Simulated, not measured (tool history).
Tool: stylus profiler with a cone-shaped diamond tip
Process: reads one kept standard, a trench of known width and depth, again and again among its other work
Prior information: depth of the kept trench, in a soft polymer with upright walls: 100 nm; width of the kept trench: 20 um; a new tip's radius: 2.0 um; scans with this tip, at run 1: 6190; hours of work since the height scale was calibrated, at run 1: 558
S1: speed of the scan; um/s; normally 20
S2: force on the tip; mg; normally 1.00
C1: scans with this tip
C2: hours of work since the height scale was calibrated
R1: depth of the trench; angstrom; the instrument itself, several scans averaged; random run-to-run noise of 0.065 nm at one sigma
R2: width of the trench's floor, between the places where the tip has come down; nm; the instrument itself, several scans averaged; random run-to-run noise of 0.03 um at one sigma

{"run": 1, "hour": 0.0, "S1": 20, "S2": 1.0, "C1": 6190, "C2": 558, "R1": 1006.9, "R2": 18280}
{"run": 2, "hour": 8.5, "S1": 20, "S2": 1.0, "C1": 6247, "C2": 563, "R1": 1006.0, "R2": 18300}
{"run": 3, "hour": 19.5, "S1": 20, "S2": 1.0, "C1": 6321, "C2": 569, "R1": 1006.5, "R2": 18270}
{"run": 4, "hour": 31.1, "S1": 20, "S2": 1.0, "C1": 6399, "C2": 576, "R1": 1005.7, "R2": 18240}
{"run": 5, "hour": 40.6, "S1": 20, "S2": 1.0, "C1": 6463, "C2": 582, "R1": 1006.7, "R2": 18270}
{"run": 6, "hour": 53.3, "S1": 18, "S2": 1.0, "C1": 6549, "C2": 590, "R1": 1005.3, "R2": 18270}
{"run": 7, "hour": 66.5, "S1": 18, "S2": 1.0, "C1": 6638, "C2": 598, "R1": 1006.3, "R2": 18250}
{"run": 8, "hour": 80.2, "S1": 18, "S2": 1.0, "C1": 6730, "C2": 606, "R1": 1005.4, "R2": 18210}
{"run": 9, "hour": 87.1, "S1": 20, "S2": 1.0, "C1": 6776, "C2": 610, "R1": 1005.3, "R2": 18200}
{"run": 10, "hour": 101.1, "S1": 20, "S2": 1.0, "C1": 6871, "C2": 619, "R1": 1006.1, "R2": 18260}
{"run": 11, "hour": 111.9, "S1": 10, "S2": 1.0, "C1": 6943, "C2": 625, "R1": 1005.2, "R2": 18310}
{"run": 12, "hour": 121.9, "S1": 10, "S2": 0.53, "C1": 7011, "C2": 632, "R1": 1001.6, "R2": 18240}
{"run": 13, "hour": 137.5, "S1": 21, "S2": 0.53, "C1": 7116, "C2": 641, "R1": 1002.3, "R2": 18120}
{"run": 14, "hour": 145.6, "S1": 21, "S2": 0.53, "C1": 7170, "C2": 646, "R1": 1002.0, "R2": 18110}
{"run": 15, "hour": 152.6, "S1": 20, "S2": 1.0, "C1": 7218, "C2": 650, "R1": 1006.0, "R2": 18220}
{"run": 16, "hour": 168.2, "S1": 20, "S2": 1.0, "C1": 7323, "C2": 660, "R1": 1005.5, "R2": 18160}
{"run": 17, "hour": 180.0, "S1": 57, "S2": 1.0, "C1": 7402, "C2": 667, "R1": 1004.2, "R2": 17930}
{"run": 18, "hour": 189.3, "S1": 57, "S2": 1.0, "C1": 7464, "C2": 672, "R1": 1006.4, "R2": 17900}
{"run": 19, "hour": 202.6, "S1": 57, "S2": 1.0, "C1": 7554, "C2": 680, "R1": 1004.8, "R2": 17860}
{"run": 20, "hour": 212.1, "S1": 57, "S2": 1.0, "C1": 7618, "C2": 686, "R1": 1004.8, "R2": 17950}
{"run": 21, "hour": 228.0, "S1": 57, "S2": 1.0, "C1": 7725, "C2": 696, "R1": 1004.5, "R2": 17920}
{"run": 22, "hour": 243.5, "S1": 57, "S2": 0.84, "C1": 7829, "C2": 705, "R1": 1003.8, "R2": 17870}
{"run": 23, "hour": 250.9, "S1": 20, "S2": 0.36, "C1": 7879, "C2": 710, "R1": 1001.1, "R2": 18060}
{"run": 24, "hour": 260.3, "S1": 55, "S2": 0.56, "C1": 7943, "C2": 715, "R1": 1002.0, "R2": 17710}
{"run": 25, "hour": 268.9, "S1": 39, "S2": 0.71, "C1": 8000, "C2": 721, "R1": 1003.7, "R2": 17970}
{"run": 26, "hour": 277.1, "S1": 39, "S2": 0.71, "C1": 8056, "C2": 726, "R1": 1003.3, "R2": 17920}
{"run": 27, "hour": 292.2, "S1": 43, "S2": 0.6, "C1": 8157, "C2": 735, "R1": 1003.1, "R2": 17900}
{"run": 28, "hour": 301.2, "S1": 20, "S2": 0.43, "C1": 8218, "C2": 740, "R1": 1001.8, "R2": 18090}
{"run": 29, "hour": 313.4, "S1": 13, "S2": 2.88, "C1": 8300, "C2": 748, "R1": 1013.6, "R2": 18280}
{"run": 30, "hour": 323.9, "S1": 13, "S2": 2.88, "C1": 8371, "C2": 754, "R1": 1013.1, "R2": 18260}
{"run": 31, "hour": 334.2, "S1": 13, "S2": 2.88, "C1": 8441, "C2": 760, "R1": 1013.0, "R2": 18310}
{"run": 32, "hour": 348.3, "S1": 13, "S2": 2.88, "C1": 8535, "C2": 769, "R1": 1013.5, "R2": 18280}
{"run": 33, "hour": 358.9, "S1": 13, "S2": 2.88, "C1": 8607, "C2": 775, "R1": 1014.1, "R2": 18210}
{"run": 34, "hour": 369.5, "S1": 13, "S2": 2.88, "C1": 8678, "C2": 782, "R1": 1014.6, "R2": 18200}
{"run": 35, "hour": 376.3, "S1": 31, "S2": 1.68, "C1": 8724, "C2": 786, "R1": 1007.5, "R2": 18120}
{"run": 36, "hour": 384.7, "S1": 51, "S2": 1.36, "C1": 8780, "C2": 791, "R1": 1007.1, "R2": 17960}
{"run": 37, "hour": 394.7, "S1": 6, "S2": 1.09, "C1": 8847, "C2": 797, "R1": 1004.3, "R2": 18260}
{"run": 38, "hour": 404.9, "S1": 13, "S2": 0.41, "C1": 8916, "C2": 803, "R1": 1000.0, "R2": 18200}
{"run": 39, "hour": 411.8, "S1": 13, "S2": 0.41, "C1": 8963, "C2": 807, "R1": 1000.2, "R2": 18100}
{"run": 40, "hour": 426.5, "S1": 18, "S2": 0.41, "C1": 9062, "C2": 816, "R1": 1000.0, "R2": 18070}
{"run": 41, "hour": 442.0, "S1": 39, "S2": 0.41, "C1": 9166, "C2": 826, "R1": 998.9, "R2": 17770}
{"run": 42, "hour": 449.0, "S1": 39, "S2": 0.41, "C1": 9213, "C2": 830, "R1": 1000.0, "R2": 17760}
{"run": 43, "hour": 460.6, "S1": 66, "S2": 2.54, "C1": 9292, "C2": 837, "R1": 1011.0, "R2": 17930}
{"run": 44, "hour": 470.6, "S1": 60, "S2": 1.83, "C1": 9359, "C2": 843, "R1": 1007.6, "R2": 17910}
{"run": 45, "hour": 481.8, "S1": 6, "S2": 2.17, "C1": 9434, "C2": 850, "R1": 1009.3, "R2": 18190}
{"run": 46, "hour": 489.6, "S1": 12, "S2": 1.97, "C1": 9487, "C2": 855, "R1": 1008.9, "R2": 18200}

Below are 4 alternative next runs, each starting from the tool's condition after run 46. Predict each:
{"run": "A", "hour": 500.9, "S1": 11, "S2": 0.48, "C1": 9563, "C2": 861, "R1": "?", "R2": "?"}
{"run": "B", "hour": 500.9, "S1": 63, "S2": 1.7, "C1": 9563, "C2": 861, "R1": "?", "R2": "?"}
{"run": "C", "hour": 500.9, "S1": 10, "S2": 0.55, "C1": 9563, "C2": 861, "R1": "?", "R2": "?"}
{"run": "D", "hour": 500.9, "S1": 57, "S2": 0.38, "C1": 9563, "C2": 861, "R1": "?", "R2": "?"}

run=A R1=1001.5 R2=18150
run=B R1=1008.1 R2=17820
run=C R1=1001.1 R2=18190
run=D R1=1000.1 R2=17510
With the hidden condition removed and each run's random variation left untouched, the same runs would have given:
run=A R1=1006.2 R2=18620
run=B R1=1012.9 R2=18300
run=C R1=1005.8 R2=18670
run=D R1=1004.8 R2=17980
